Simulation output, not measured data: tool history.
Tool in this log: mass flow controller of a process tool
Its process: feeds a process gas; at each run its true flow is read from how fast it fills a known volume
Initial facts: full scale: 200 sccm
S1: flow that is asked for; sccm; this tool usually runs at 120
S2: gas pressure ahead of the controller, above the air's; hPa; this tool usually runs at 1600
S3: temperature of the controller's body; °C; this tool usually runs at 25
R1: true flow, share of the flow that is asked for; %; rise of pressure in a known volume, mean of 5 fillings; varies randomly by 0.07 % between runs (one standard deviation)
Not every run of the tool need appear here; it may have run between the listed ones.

run,hour,S1,S2,S3,R1
1,0.0,120,1600,25,99.28
2,70.0,120,1600,25,99.26
3,135.3,120,1600,25,99.34
4,229.3,120,1600,25,99.05
5,289.0,120,1600,25,99.17
6,329.5,120,1600,25,99.24
7,371.2,120,1600,25,99.29
8,433.2,120,1600,25,99.26
9,487.7,120,1600,25,99.22
10,571.1,120,1600,25,99.19
11,661.0,120,1820,27,99.53
12,750.3,108,2430,25,99.16
13,841.1,120,2220,25,99.33
14,928.0,64,1600,25,98.03
15,1003.2,64,1600,25,98.01
16,1062.2,50,1740,22,97.21
17,1153.2,120,1450,22,98.90
18,1236.5,47,2000,21,97.10
19,1288.3,169,2770,21,99.68

Below are 4 alternative next runs, each starting from the tool's condition after run 19. Predict each:
A,1343.7,120,1600,34,?
B,1343.7,120,1600,25,?
C,1343.7,109,2770,21,?
D,1343.7,169,2530,21,?

run,R1
A,100.42
B,99.26
C,98.53
D,99.64
Had the tool no hidden state, the same runs would have come out as:
run,R1
A,100.38
B,99.22
C,98.56
D,99.38
